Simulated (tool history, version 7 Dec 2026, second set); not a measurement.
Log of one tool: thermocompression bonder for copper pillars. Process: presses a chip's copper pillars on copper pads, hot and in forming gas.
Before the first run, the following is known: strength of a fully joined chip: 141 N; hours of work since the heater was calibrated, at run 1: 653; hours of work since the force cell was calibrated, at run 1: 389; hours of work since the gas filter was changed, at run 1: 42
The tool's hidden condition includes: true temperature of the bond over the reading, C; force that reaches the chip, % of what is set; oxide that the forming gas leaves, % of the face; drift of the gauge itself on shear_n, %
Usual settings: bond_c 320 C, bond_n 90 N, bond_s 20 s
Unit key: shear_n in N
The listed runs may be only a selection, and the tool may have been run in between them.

run,day,bond_c,bond_n,bond_s,hours of work since the heater was calibrated,hours of work since the force cell was calibrated,hours of work since the gas filter was changed,shear_n
1,0.000,320,90,20,653,389,42,96.7
2,1.867,320,90,20,680,415,69,96.9
3,3.462,320,90,20,703,438,91,96.5
# day 5.354: forming gas filter changed
4,6.125,320,90,20,740,476,11,97.4
5,7.942,320,90,20,766,501,37,97.7
6,9.550,320,90,20,789,524,60,96.1
# day 11.379: heater calibrated with a thermocouple chip
7,11.542,320,90,20,2,552,87,91.2
8,13.325,320,90,20,28,577,112,90.6
# day 13.904: forming gas filter changed
9,14.496,323,91,56,44,593,8,120.3
10,16.279,293,65,32,70,619,34,66.7
11,18.658,290,65,18,103,653,68,51.6
12,19.896,290,86,18,121,670,85,62.2
13,21.450,334,90,17,143,693,108,98.1
# day 22.188: forming gas filter changed
14,23.008,334,90,17,165,715,12,99.4
15,24.558,313,90,53,187,737,34,111.6
16,25.671,299,94,46,203,752,50,97.8

Alternative continuations, all from the tool just after run 16; predict every row:
A,27.996,306,88,21,236,786,83,?
B,27.996,337,90,14,236,786,83,?
C,27.996,336,125,12,236,786,83,?

run,shear_n
A,79.9
B,96.3
C,106.3
Take away the tool's hidden state, keep each run's random variation, and the runs would have read:
run,shear_n
A,82.7
B,99.6
C,109.8
